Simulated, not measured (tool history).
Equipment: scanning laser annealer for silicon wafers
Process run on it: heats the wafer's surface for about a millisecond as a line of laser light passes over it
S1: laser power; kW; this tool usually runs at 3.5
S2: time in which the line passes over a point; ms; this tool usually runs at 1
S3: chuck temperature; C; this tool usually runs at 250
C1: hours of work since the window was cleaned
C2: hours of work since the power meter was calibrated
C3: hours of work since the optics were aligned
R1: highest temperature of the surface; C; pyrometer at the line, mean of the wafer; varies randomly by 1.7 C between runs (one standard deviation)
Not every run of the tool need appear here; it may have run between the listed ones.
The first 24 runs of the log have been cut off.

run   hour     S1    S2   S3   C1   C2   C3   R1
 25  461.1  2.989  1.03  225  426  617  646  846
 26    474  2.989  1.03  225  436  627  656  843
 27    501  3.075   0.9  288  456  647  676  892
 28  514.8   3.43  0.78  258  467  658  687  896
 29  535.1    3.5     1  222  482  673  702  943
 30  551.1  3.166  0.85  225  494  685  714  835
 31  574.1  3.166  0.85  225  512  703  732  830
 32  599.3  3.166  0.85  225  531  722  751  832
 33  611.2  3.166  0.85  225  540  731  760  831
 34    623    3.5  0.77  250  548  739  768  896
 35  640.6    3.5  0.77  273  562  753  782  917
 36  652.6    3.5  0.77  273  571  762  791  917
 37  665.3  3.629  0.73  273  580  771  800  927
 38  683.2  3.629  0.73  273  594  785  814  926
 39    703  3.449  0.86  250  609  800  829  914
 40  717.4  3.338     1  213  620  811  840  899

Predict each of these 5 candidate next runs independently; none follows another, all start after run 40:
  A   744    3.5  1.18  249  640  831  860   ?
  B   744  3.217  0.75  213  640  831  860   ?
  C   744    3.5     1  247  640  831  860   ?
  D   744  3.207  0.72  223  640  831  860   ?
  E   744  3.338     1  252  640  831  860   ?

run    R1
  A  1021
  B   797
  C   966
  D   792
  E   935
Without the tool's hidden state the same runs would have given:
run    R1
  A  1046
  B   815
  C   989
  D   810
  E   956
